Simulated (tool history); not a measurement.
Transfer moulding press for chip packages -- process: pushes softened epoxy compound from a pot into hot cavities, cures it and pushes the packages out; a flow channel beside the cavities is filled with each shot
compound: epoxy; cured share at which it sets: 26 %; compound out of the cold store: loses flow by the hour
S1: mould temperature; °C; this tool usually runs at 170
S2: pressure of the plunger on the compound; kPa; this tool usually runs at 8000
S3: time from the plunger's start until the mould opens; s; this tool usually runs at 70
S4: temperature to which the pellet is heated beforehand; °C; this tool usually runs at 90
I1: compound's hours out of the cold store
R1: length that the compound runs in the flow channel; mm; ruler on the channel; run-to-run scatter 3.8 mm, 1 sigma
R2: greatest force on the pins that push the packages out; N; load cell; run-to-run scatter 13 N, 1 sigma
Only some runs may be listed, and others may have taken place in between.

Run 1, hour 0.0: usual settings; I1 18.9. Result: R1 723 mm, R2 854 N.
At hour 21.9: cavities cleaned with cleaning compound and waxed.
At hour 65.3: plunger's sealing rings changed.
At hour 66.8: cavities cleaned with cleaning compound and waxed.
Run 2, hour 75.3: usual settings; I1 8.0. Result: R1 809 mm, R2 792 N.
At hour 105.1: cavities cleaned with cleaning compound and waxed.
At hour 144.5: cavities cleaned with cleaning compound and waxed.
Run 3, hour 148.7: usual settings; I1 27.2. Result: R1 728 mm, R2 678 N.
At hour 185.3: cavities cleaned with cleaning compound and waxed.
At hour 223.1: cavities cleaned with cleaning compound and waxed.
Run 4, hour 226.1: usual settings; I1 31.0. Result: R1 712 mm, R2 637 N.
At hour 263.2: cavities cleaned with cleaning compound and waxed.
At hour 305.9: cavities cleaned with cleaning compound and waxed.
Run 5, hour 311.4: usual settings; I1 18.8. Result: R1 739 mm, R2 705 N.
At hour 344.5: cavities cleaned with cleaning compound and waxed, once more.
At hour 384.1: cavities cleaned with cleaning compound and waxed.
Run 6, hour 394.7: usual settings; I1 39.3. Result: R1 656 mm, R2 694 N.
At hour 421.9: cavities cleaned with cleaning compound and waxed.
At hour 463.8: cavities cleaned with cleaning compound and waxed.
Run 7, hour 477.0: usual settings but S2 7240 kPa; I1 45.1. Result: R1 606 mm, R2 682 N.
At hour 504.1: cavities cleaned with cleaning compound and waxed.
At hour 511.2: mould's thermocouples calibrated.
At hour 513.7: plunger's sealing rings changed.
At hour 548.2: cavities cleaned with cleaning compound and waxed.
Run 8, hour 548.2: usual settings but S2 9000 kPa; I1 26.2. Result: R1 791 mm, R2 685 N.
At hour 588.9: cavities cleaned with cleaning compound and waxed.
Run 9, hour 590.5: usual settings; I1 28.3. Result: R1 732 mm, R2 674 N.
At hour 626.6: cavities cleaned with cleaning compound and waxed.
Run 10, hour 645.1: usual settings; I1 10.6. Result: R1 784 mm, R2 889 N.
At hour 667.1: cavities cleaned with cleaning compound and waxed.
At hour 706.8: cavities cleaned with cleaning compound and waxed.
Run 11, hour 708.4: usual settings; I1 32.7. Result: R1 706 mm, R2 642 N.
At hour 747.1: cavities cleaned with cleaning compound and waxed.
Run 12, hour 764.7: usual settings; I1 29.5. Result: R1 703 mm, R2 837 N.
At hour 785.1: cavities cleaned with cleaning compound and waxed.
Run 13, hour 806.7: usual settings but S3 61 s; I1 37.4. Result: R1 666 mm, R2 1157 N.
At hour 823.5: cavities cleaned with cleaning compound and waxed.
Run 14, hour 855.6: usual settings but S2 9170 kPa, S4 92 °C; I1 39.5. Result: R1 713 mm, R2 886 N.
At hour 864.5: cavities cleaned with cleaning compound and waxed.
At hour 905.4: cavities cleaned with cleaning compound and waxed.
Run 15, hour 934.7: usual settings but S1 162 °C, S2 8590 kPa, S3 108 s, S4 98 °C; I1 24.8. Result: R1 737 mm, R2 597 N.
At hour 946.9: cavities cleaned with cleaning compound and waxed.
At hour 959.8: plunger's sealing rings changed.
At hour 989.7: cavities cleaned with cleaning compound and waxed.
Run 16, hour 1024.2: usual settings but S1 167 °C, S2 8160 kPa; I1 26.8. Result: R1 751 mm, R2 1150 N.
At hour 1032.3: cavities cleaned with cleaning compound and waxed.
At hour 1072.7: cavities cleaned with cleaning compound and waxed.
At hour 1112.5: cavities cleaned with cleaning compound and waxed.
Run 17, hour 1112.5: usual settings but S1 167 °C, S2 8160 kPa, S3 54 s, S4 89 °C; I1 42.7. Result: R1 679 mm, R2 1397 N.
At hour 1150.5: cavities cleaned with cleaning compound and waxed.
Run 18, hour 1158.8: usual settings but S1 167 °C, S2 9520 kPa, S3 88 s, S4 89 °C; I1 21.1. Result: R1 810 mm, R2 528 N.
At hour 1191.7: cavities cleaned with cleaning compound and waxed.
Run 19, hour 1213.2: usual settings but S1 167 °C, S2 9520 kPa, S3 88 s, S4 89 °C; I1 46.6. Result: R1 714 mm, R2 587 N.
At hour 1230.7: cavities cleaned with cleaning compound and waxed.
At hour 1269.1: cavities cleaned with cleaning compound and waxed.
Run 20, hour 1290.2: usual settings but S2 7340 kPa, S3 56 s; I1 17.2. Result: R1 696 mm, R2 1569 N.
At hour 1307.3: cavities cleaned with cleaning compound and waxed.
Run 21, hour 1333.3: usual settings but S1 165 °C, S2 7910 kPa; I1 23.7. Result: R1 710 mm, R2 1242 N.
At hour 1345.1: cavities cleaned with cleaning compound and waxed.
At hour 1385.6: cavities cleaned with cleaning compound and waxed.
Run 22, hour 1385.6: usual settings but S1 165 °C, S2 7910 kPa; I1 23.3. Result: R1 702 mm, R2 936 N.
At hour 1405.9: plunger's sealing rings changed.
At hour 1431.9: cavities cleaned with cleaning compound and waxed.
Run 23, hour 1462.8: usual settings but S1 165 °C, S2 7720 kPa, S3 108 s; I1 9.8. Result: R1 802 mm, R2 527 N.
At hour 1470.8: cavities cleaned with cleaning compound and waxed.
At hour 1510.1: cavities cleaned with cleaning compound and waxed.
Run 24, hour 1510.1: usual settings but S1 168 °C, S2 7720 kPa, S3 91 s; I1 46.2. Result: R1 664 mm, R2 384 N.
At hour 1548.7: cavities cleaned with cleaning compound and waxed.
At hour 1591.2: cavities cleaned with cleaning compound and waxed.
Run 25, hour 1593.1: usual settings but S1 164 °C, S3 107 s, S4 84 °C; I1 41.2. Result: R1 692 mm, R2 410 N.

Here are 3 independent what-if runs from the current tool condition. What would each one return?
At hour 1631.2: cavities cleaned with cleaning compound and waxed.
Run A, hour 1665.5: usual settings but S2 7140 kPa, S4 87 °C; I1 19.2. Result: R1 ?, R2 ?.
At hour 1631.2: cavities cleaned with cleaning compound and waxed.
Run B, hour 1665.5: usual settings but S1 174 °C, S2 9820 kPa; I1 14.9. Result: R1 ?, R2 ?.
At hour 1631.2: cavities cleaned with cleaning compound and waxed.
Run C, hour 1665.5: usual settings but S1 162 °C, S2 7140 kPa, S3 107 s, S4 91 °C; I1 17.1. Result: R1 ?, R2 ?.

run   R1   R2
  A  689  878
  B  818  649
  C  726  616
Without the tool's hidden state the same runs would have given:
run   R1   R2
  A  728  688
  B  864  500
  C  768  475
